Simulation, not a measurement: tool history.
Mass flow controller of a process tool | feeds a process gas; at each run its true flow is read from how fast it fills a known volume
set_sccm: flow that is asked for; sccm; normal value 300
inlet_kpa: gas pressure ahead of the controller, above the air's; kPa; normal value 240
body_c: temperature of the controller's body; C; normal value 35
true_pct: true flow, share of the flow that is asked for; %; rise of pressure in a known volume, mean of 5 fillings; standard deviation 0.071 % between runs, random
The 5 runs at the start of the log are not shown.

run,hour,set_sccm,inlet_kpa,body_c,true_pct
6,858.4,300,240,35,96.23
7,1050.9,300,240,35,96.06
8,1248.2,300,240,35,95.88
9,1401.8,300,240,35,95.82
10,1621.9,300,240,35,95.68
11,1803,300,240,35,95.62
# hour 1964.2: controller's zero set anew
12,2009,300,240,35,94.51
13,2142.7,300,240,35,94.5
14,2329.3,300,240,35,94.41
15,2566,300,240,35,94.13
16,2786.3,300,240,35,94.08
17,3018.4,908,240,38,97.38
18,3129.3,908,240,38,97.25
# hour 3219.1: controller's zero set anew, once more
19,3260.3,908,240,38,98.38
20,3482.1,908,240,38,98.24

Predict the results of run 21:
21,3646.9,300,187,29,?

{"run 21": {"true_pct": 96.89}}
If the tool had no hidden condition, the same run with the same run-to-run variation would have returned true_pct 99.28 %.
